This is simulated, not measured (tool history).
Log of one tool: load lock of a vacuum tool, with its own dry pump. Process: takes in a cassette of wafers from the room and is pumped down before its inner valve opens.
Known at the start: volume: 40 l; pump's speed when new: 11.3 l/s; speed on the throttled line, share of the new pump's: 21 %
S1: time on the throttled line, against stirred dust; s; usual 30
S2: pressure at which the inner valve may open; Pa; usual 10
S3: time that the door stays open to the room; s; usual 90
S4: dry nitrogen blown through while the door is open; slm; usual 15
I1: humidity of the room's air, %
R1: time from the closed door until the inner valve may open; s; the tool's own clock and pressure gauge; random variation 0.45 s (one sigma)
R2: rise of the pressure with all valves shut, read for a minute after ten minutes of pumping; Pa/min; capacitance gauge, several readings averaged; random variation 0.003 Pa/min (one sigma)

{"run": 1, "hour": 0.0, "S1": 30, "S2": 10, "S3": 90, "S4": 15, "I1": 45.8, "R1": 56.6, "R2": 0.04}
{"run": 2, "hour": 74.0, "S1": 30, "S2": 8, "S3": 90, "S4": 15, "I1": 49.5, "R1": 57.4, "R2": 0.04}
{"run": 3, "hour": 151.0, "S1": 30, "S2": 10, "S3": 90, "S4": 15, "I1": 46.6, "R1": 56.6, "R2": 0.042}
{"run": 4, "hour": 214.0, "S1": 30, "S2": 10, "S3": 90, "S4": 15, "I1": 44.1, "R1": 57.3, "R2": 0.045}
{"run": 5, "hour": 326.6, "S1": 44, "S2": 10, "S3": 90, "S4": 15, "I1": 45.6, "R1": 67.9, "R2": 0.039}
{"run": 6, "hour": 394.7, "S1": 44, "S2": 10, "S3": 90, "S4": 15, "I1": 45.0, "R1": 68.6, "R2": 0.039}
{"run": 7, "hour": 497.7, "S1": 30, "S2": 10, "S3": 90, "S4": 15, "I1": 45.1, "R1": 57.1, "R2": 0.042}
{"run": 8, "hour": 576.9, "S1": 30, "S2": 10, "S3": 90, "S4": 15, "I1": 46.6, "R1": 57.2, "R2": 0.041}
{"run": 9, "hour": 673.9, "S1": 30, "S2": 10, "S3": 90, "S4": 15, "I1": 39.2, "R1": 57.3, "R2": 0.039}
{"run": 10, "hour": 736.8, "S1": 30, "S2": 10, "S3": 90, "S4": 15, "I1": 43.9, "R1": 57.1, "R2": 0.043}
{"run": 11, "hour": 837.2, "S1": 30, "S2": 10, "S3": 143, "S4": 15, "I1": 43.4, "R1": 55.8, "R2": 0.055}
{"run": 12, "hour": 913.9, "S1": 30, "S2": 10, "S3": 143, "S4": 15, "I1": 46.7, "R1": 55.4, "R2": 0.055}
{"run": 13, "hour": 965.4, "S1": 30, "S2": 11, "S3": 143, "S4": 15, "I1": 43.2, "R1": 56.2, "R2": 0.053}
{"run": 14, "hour": 1051.4, "S1": 30, "S2": 11, "S3": 60, "S4": 15, "I1": 41.2, "R1": 56.2, "R2": 0.035}
{"run": 15, "hour": 1141.5, "S1": 30, "S2": 11, "S3": 60, "S4": 15, "I1": 45.9, "R1": 57.3, "R2": 0.032}
{"run": 16, "hour": 1221.0, "S1": 30, "S2": 11, "S3": 60, "S4": 15, "I1": 45.2, "R1": 56.8, "R2": 0.038}
{"run": 17, "hour": 1293.9, "S1": 30, "S2": 11, "S3": 60, "S4": 15, "I1": 43.6, "R1": 56.2, "R2": 0.029}
{"run": 18, "hour": 1402.4, "S1": 30, "S2": 10, "S3": 90, "S4": 15, "I1": 44.3, "R1": 56.9, "R2": 0.038}
{"run": 19, "hour": 1462.9, "S1": 30, "S2": 10, "S3": 44, "S4": 15, "I1": 43.7, "R1": 56.7, "R2": 0.026}
{"run": 20, "hour": 1545.2, "S1": 23, "S2": 7, "S3": 215, "S4": 15, "I1": 46.7, "R1": 52.1, "R2": 0.075}
{"run": 21, "hour": 1602.8, "S1": 23, "S2": 7, "S3": 215, "S4": 5, "I1": 45.3, "R1": 52.4, "R2": 0.088}
{"run": 22, "hour": 1652.3, "S1": 23, "S2": 7, "S3": 215, "S4": 5, "I1": 43.9, "R1": 51.3, "R2": 0.086}
{"run": 23, "hour": 1745.7, "S1": 45, "S2": 7, "S3": 171, "S4": 6, "I1": 43.2, "R1": 69.8, "R2": 0.074}
{"run": 24, "hour": 1831.5, "S1": 47, "S2": 20, "S3": 79, "S4": 13, "I1": 43.9, "R1": 67.2, "R2": 0.039}
{"run": 25, "hour": 1935.3, "S1": 30, "S2": 10, "S3": 233, "S4": 7, "I1": 44.4, "R1": 56.7, "R2": 0.089}
{"run": 26, "hour": 2004.1, "S1": 53, "S2": 15, "S3": 48, "S4": 5, "I1": 42.4, "R1": 73.0, "R2": 0.034}
{"run": 27, "hour": 2092.1, "S1": 17, "S2": 10, "S3": 56, "S4": 36, "I1": 44.5, "R1": 46.4, "R2": 0.025}
{"run": 28, "hour": 2188.2, "S1": 17, "S2": 10, "S3": 56, "S4": 36, "I1": 46.4, "R1": 45.8, "R2": 0.024}
{"run": 29, "hour": 2258.5, "S1": 30, "S2": 9, "S3": 90, "S4": 16, "I1": 45.8, "R1": 57.0, "R2": 0.039}
{"run": 30, "hour": 2348.8, "S1": 30, "S2": 10, "S3": 39, "S4": 5, "I1": 45.9, "R1": 56.9, "R2": 0.029}
{"run": 31, "hour": 2419.9, "S1": 59, "S2": 8, "S3": 41, "S4": 20, "I1": 45.8, "R1": 80.4, "R2": 0.025}
{"run": 32, "hour": 2489.3, "S1": 30, "S2": 8, "S3": 90, "S4": 12, "I1": 46.0, "R1": 57.6, "R2": 0.046}
{"run": 33, "hour": 2559.9, "S1": 32, "S2": 10, "S3": 235, "S4": 15, "I1": 46.5, "R1": 58.0, "R2": 0.076}
{"run": 34, "hour": 2633.6, "S1": 32, "S2": 10, "S3": 235, "S4": 15, "I1": 47.0, "R1": 58.0, "R2": 0.078}
{"run": 35, "hour": 2713.8, "S1": 55, "S2": 10, "S3": 91, "S4": 15, "I1": 42.1, "R1": 76.2, "R2": 0.042}
{"run": 36, "hour": 2799.7, "S1": 15, "S2": 18, "S3": 37, "S4": 15, "I1": 47.2, "R1": 41.8, "R2": 0.026}

3 ways to go on from here, each from the tool as it stands after run 36. What would each give?
{"run": "A", "hour": 2855.2, "S1": 15, "S2": 18, "S3": 75, "S4": 5, "I1": 46.8, "R1": "?", "R2": "?"}
{"run": "B", "hour": 2855.2, "S1": 15, "S2": 18, "S3": 37, "S4": 13, "I1": 42.1, "R1": "?", "R2": "?"}
{"run": "C", "hour": 2855.2, "S1": 15, "S2": 9, "S3": 37, "S4": 15, "I1": 46.0, "R1": "?", "R2": "?"}

run=A R1=42.2 R2=0.043
run=B R1=42.7 R2=0.021
run=C R1=45.4 R2=0.027
Without the tool's hidden state the same runs would have given:
run=A R1=42.2 R2=0.043
run=B R1=42.7 R2=0.021
run=C R1=45.4 R2=0.027
